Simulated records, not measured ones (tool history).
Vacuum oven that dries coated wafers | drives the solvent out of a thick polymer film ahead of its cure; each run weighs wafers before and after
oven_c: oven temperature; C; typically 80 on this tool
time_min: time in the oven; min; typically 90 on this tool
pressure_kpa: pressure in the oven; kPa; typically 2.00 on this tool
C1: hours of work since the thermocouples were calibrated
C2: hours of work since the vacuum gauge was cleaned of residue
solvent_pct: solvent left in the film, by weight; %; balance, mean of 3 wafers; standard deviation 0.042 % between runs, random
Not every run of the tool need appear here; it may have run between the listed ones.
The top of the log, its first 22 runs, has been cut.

run 23 hour=706.6 | oven_c=74 time_min=90 pressure_kpa=3.26 | C1=835 C2=1070 | solvent_pct=3.89
run 24 hour=748.0 | oven_c=80 time_min=90 pressure_kpa=2.67 | C1=863 C2=1098 | solvent_pct=2.40
run 25 hour=790.1 | oven_c=75 time_min=152 pressure_kpa=2.55 | C1=890 C2=1126 | solvent_pct=2.26
run 26 hour=825.9 | oven_c=75 time_min=152 pressure_kpa=2.55 | C1=914 C2=1150 | solvent_pct=2.11
run 27 hour=859.0 | oven_c=92 time_min=152 pressure_kpa=2.55 | C1=936 C2=1172 | solvent_pct=0.93
run 28 hour=880.4 | oven_c=92 time_min=152 pressure_kpa=2.55 | C1=950 C2=1186 | solvent_pct=0.93
run 29 hour=922.6 | oven_c=66 time_min=152 pressure_kpa=1.89 | C1=978 C2=1214 | solvent_pct=3.07
run 30 hour=946.6 | oven_c=67 time_min=155 pressure_kpa=2.00 | C1=994 C2=1230 | solvent_pct=2.97
run 31 hour=981.7 | oven_c=67 time_min=155 pressure_kpa=2.00 | C1=1018 C2=1253 | solvent_pct=2.94
run 32 hour=1011.8 | oven_c=67 time_min=155 pressure_kpa=2.00 | C1=1038 C2=1273 | solvent_pct=2.96
run 33 hour=1037.0 | oven_c=67 time_min=155 pressure_kpa=2.00 | C1=1054 C2=1290 | solvent_pct=2.91
run 34 hour=1070.1 | oven_c=80 time_min=77 pressure_kpa=2.00 | C1=1076 C2=1312 | solvent_pct=2.30
run 35 hour=1103.7 | oven_c=81 time_min=110 pressure_kpa=1.71 | C1=1099 C2=1334 | solvent_pct=1.45
run 36 hour=1143.8 | oven_c=89 time_min=57 pressure_kpa=2.37 | C1=1125 C2=1361 | solvent_pct=1.96
run 37 hour=1174.2 | oven_c=89 time_min=57 pressure_kpa=2.37 | C1=1145 C2=1381 | solvent_pct=1.96
run 38 hour=1210.2 | oven_c=89 time_min=80 pressure_kpa=2.17 | C1=1169 C2=1405 | solvent_pct=1.17
run 39 hour=1241.1 | oven_c=85 time_min=80 pressure_kpa=2.17 | C1=1190 C2=1425 | solvent_pct=1.67
run 40 hour=1281.5 | oven_c=73 time_min=75 pressure_kpa=3.07 | C1=1217 C2=1452 | solvent_pct=4.50
run 41 hour=1318.8 | oven_c=80 time_min=90 pressure_kpa=3.88 | C1=1241 C2=1477 | solvent_pct=3.10
run 42 hour=1349.2 | oven_c=80 time_min=66 pressure_kpa=2.00 | C1=1262 C2=1497 | solvent_pct=2.84
-- hour=1358.6 oven's thermocouples calibrated
run 43 hour=1381.1 | oven_c=80 time_min=66 pressure_kpa=2.00 | C1=15 C2=1517 | solvent_pct=2.79

Consider 5 possible next runs. They are alternatives, not a sequence: every one starts from the tool as it was left by run 43. What does each give?
run A hour=1408.7 | oven_c=86 time_min=88 pressure_kpa=1.55 | C1=33 C2=1535 | solvent_pct=?
run B hour=1408.7 | oven_c=67 time_min=90 pressure_kpa=2.00 | C1=33 C2=1535 | solvent_pct=?
run C hour=1408.7 | oven_c=80 time_min=90 pressure_kpa=5.46 | C1=33 C2=1535 | solvent_pct=?
run D hour=1408.7 | oven_c=75 time_min=148 pressure_kpa=7.50 | C1=33 C2=1535 | solvent_pct=?
run E hour=1408.7 | oven_c=80 time_min=66 pressure_kpa=5.28 | C1=33 C2=1535 | solvent_pct=?

run=A solvent_pct=1.18
run=B solvent_pct=4.45
run=C solvent_pct=3.97
run=D solvent_pct=5.82
run=E solvent_pct=4.49
Without the tool's hidden state the same runs would have given:
run=A solvent_pct=1.18
run=B solvent_pct=4.43
run=C solvent_pct=3.96
run=D solvent_pct=5.80
run=E solvent_pct=4.48

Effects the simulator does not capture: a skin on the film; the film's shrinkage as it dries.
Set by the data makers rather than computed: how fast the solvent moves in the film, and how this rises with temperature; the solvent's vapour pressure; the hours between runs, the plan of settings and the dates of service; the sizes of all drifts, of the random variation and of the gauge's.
